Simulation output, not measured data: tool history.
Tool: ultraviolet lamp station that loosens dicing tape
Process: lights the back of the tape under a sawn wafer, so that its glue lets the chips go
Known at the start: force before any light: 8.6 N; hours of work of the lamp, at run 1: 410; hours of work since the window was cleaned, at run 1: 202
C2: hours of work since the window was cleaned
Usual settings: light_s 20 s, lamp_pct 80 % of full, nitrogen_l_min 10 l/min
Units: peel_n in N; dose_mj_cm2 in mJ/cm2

Run 1, hour 0.0: usual settings; hours of work of the lamp 410; C2 202. Result: peel_n 0.418 N, dose_mj_cm2 442 mJ/cm2.
Run 2, hour 73.7: usual settings; hours of work of the lamp 446; C2 237. Result: peel_n 0.433 N, dose_mj_cm2 432 mJ/cm2.
Run 3, hour 127.4: usual settings; hours of work of the lamp 471; C2 263. Result: peel_n 0.460 N, dose_mj_cm2 431 mJ/cm2.
Run 4, hour 205.2: usual settings; hours of work of the lamp 509; C2 300. Result: peel_n 0.497 N, dose_mj_cm2 417 mJ/cm2.
Run 5, hour 268.7: usual settings; hours of work of the lamp 539; C2 330. Result: peel_n 0.485 N, dose_mj_cm2 414 mJ/cm2.
Run 6, hour 338.0: usual settings; hours of work of the lamp 572; C2 363. Result: peel_n 0.504 N, dose_mj_cm2 407 mJ/cm2.
Run 7, hour 410.6: usual settings but nitrogen_l_min 8 l/min; hours of work of the lamp 607; C2 398. Result: peel_n 0.639 N, dose_mj_cm2 399 mJ/cm2.
Run 8, hour 489.1: usual settings but nitrogen_l_min 8 l/min; hours of work of the lamp 644; C2 436. Result: peel_n 0.661 N, dose_mj_cm2 387 mJ/cm2.
Run 9, hour 581.4: usual settings but nitrogen_l_min 8 l/min; hours of work of the lamp 689; C2 480. Result: peel_n 0.698 N, dose_mj_cm2 378 mJ/cm2.
Run 10, hour 654.2: usual settings but nitrogen_l_min 8 l/min; hours of work of the lamp 723; C2 515. Result: peel_n 0.694 N, dose_mj_cm2 377 mJ/cm2.
Run 11, hour 728.8: usual settings but nitrogen_l_min 8 l/min; hours of work of the lamp 759; C2 550. Result: peel_n 0.751 N, dose_mj_cm2 364 mJ/cm2.
Run 12, hour 787.9: usual settings but nitrogen_l_min 8 l/min; hours of work of the lamp 787; C2 579. Result: peel_n 0.763 N, dose_mj_cm2 358 mJ/cm2.
At hour 847.4: window cleaned of glue's vapour.
Run 13, hour 850.4: usual settings; hours of work of the lamp 817; C2 1. Result: peel_n 0.545 N, dose_mj_cm2 398 mJ/cm2.
Run 14, hour 924.1: usual settings; hours of work of the lamp 852; C2 37. Result: peel_n 0.558 N, dose_mj_cm2 394 mJ/cm2.
Run 15, hour 985.0: usual settings; hours of work of the lamp 882; C2 66. Result: peel_n 0.578 N, dose_mj_cm2 384 mJ/cm2.
Run 16, hour 1037.4: usual settings but light_s 29 s, lamp_pct 85 % of full, nitrogen_l_min 18 l/min; hours of work of the lamp 907; C2 91. Result: peel_n 0.156 N, dose_mj_cm2 576 mJ/cm2.
Run 17, hour 1080.9: usual settings but light_s 18 s, nitrogen_l_min 6 l/min; hours of work of the lamp 927; C2 112. Result: peel_n 1.048 N, dose_mj_cm2 340 mJ/cm2.
Run 18, hour 1151.6: usual settings but light_s 10 s, lamp_pct 85 % of full, nitrogen_l_min 8 l/min; hours of work of the lamp 961; C2 146. Result: peel_n 2.257 N, dose_mj_cm2 196 mJ/cm2.
Run 19, hour 1203.4: usual settings but light_s 13 s, lamp_pct 60 % of full, nitrogen_l_min 4 l/min; hours of work of the lamp 986; C2 170. Result: peel_n 3.107 N, dose_mj_cm2 177 mJ/cm2.
Run 20, hour 1285.0: usual settings but light_s 11 s, lamp_pct 74 % of full, nitrogen_l_min 4 l/min; hours of work of the lamp 1025; C2 209. Result: peel_n 3.101 N, dose_mj_cm2 182 mJ/cm2.
At hour 1311.6: lamp changed.
Run 21, hour 1382.1: usual settings but lamp_pct 77 % of full, nitrogen_l_min 3 l/min; hours of work of the lamp 34; C2 255. Result: peel_n 0.772 N, dose_mj_cm2 480 mJ/cm2.
Run 22, hour 1431.8: usual settings but lamp_pct 79 % of full; hours of work of the lamp 58; C2 279. Result: peel_n 0.341 N, dose_mj_cm2 486 mJ/cm2.
Run 23, hour 1502.3: usual settings but light_s 12 s, lamp_pct 66 % of full, nitrogen_l_min 4 l/min; hours of work of the lamp 91; C2 313. Result: peel_n 2.271 N, dose_mj_cm2 239 mJ/cm2.
Run 24, hour 1599.4: usual settings but light_s 12 s, lamp_pct 66 % of full, nitrogen_l_min 4 l/min; hours of work of the lamp 138; C2 359. Result: peel_n 2.325 N, dose_mj_cm2 234 mJ/cm2.
Run 25, hour 1645.9: usual settings but light_s 12 s, lamp_pct 66 % of full, nitrogen_l_min 4 l/min; hours of work of the lamp 160; C2 382. Result: peel_n 2.348 N, dose_mj_cm2 227 mJ/cm2.
Run 26, hour 1695.7: usual settings but light_s 21 s, lamp_pct 61 % of full, nitrogen_l_min 4 l/min; hours of work of the lamp 184; C2 406. Result: peel_n 1.121 N, dose_mj_cm2 366 mJ/cm2.
Run 27, hour 1760.9: usual settings but light_s 21 s, lamp_pct 61 % of full, nitrogen_l_min 4 l/min; hours of work of the lamp 215; C2 437. Result: peel_n 1.125 N, dose_mj_cm2 360 mJ/cm2.
Run 28, hour 1828.4: usual settings but light_s 21 s, lamp_pct 61 % of full, nitrogen_l_min 4 l/min; hours of work of the lamp 247; C2 469. Result: peel_n 1.161 N, dose_mj_cm2 351 mJ/cm2.
Run 29, hour 1923.1: usual settings but light_s 21 s, lamp_pct 73 % of full, nitrogen_l_min 4 l/min; hours of work of the lamp 293; C2 514. Result: peel_n 0.883 N, dose_mj_cm2 413 mJ/cm2.
Run 30, hour 1984.5: usual settings but lamp_pct 84 % of full, nitrogen_l_min 18 l/min; hours of work of the lamp 322; C2 544. Result: peel_n 0.317 N, dose_mj_cm2 447 mJ/cm2.

4 ways to go on from here, each from the tool as it stands after run 30. What would each give?
Run A, hour 2048.7: usual settings but nitrogen_l_min 5 l/min; hours of work of the lamp 353; C2 574. Result: peel_n ?, dose_mj_cm2 ?.
Run B, hour 2048.7: usual settings but lamp_pct 75 % of full, nitrogen_l_min 4 l/min; hours of work of the lamp 353; C2 574. Result: peel_n ?, dose_mj_cm2 ?.
Run C, hour 2048.7: usual settings but light_s 17 s, lamp_pct 62 % of full; hours of work of the lamp 353; C2 574. Result: peel_n ?, dose_mj_cm2 ?.
Run D, hour 2048.7: usual settings but light_s 22 s, lamp_pct 72 % of full, nitrogen_l_min 5 l/min; hours of work of the lamp 353; C2 574. Result: peel_n ?, dose_mj_cm2 ?.

run  peel_n  dose_mj_cm2
  A   0.732          417
  B   0.950          391
  C   1.234          282
  D   0.746          419
Without the tool's hidden state the same runs would have given:
run  peel_n  dose_mj_cm2
  A   0.429          524
  B   0.571          492
  C   0.772          352
  D   0.429          526
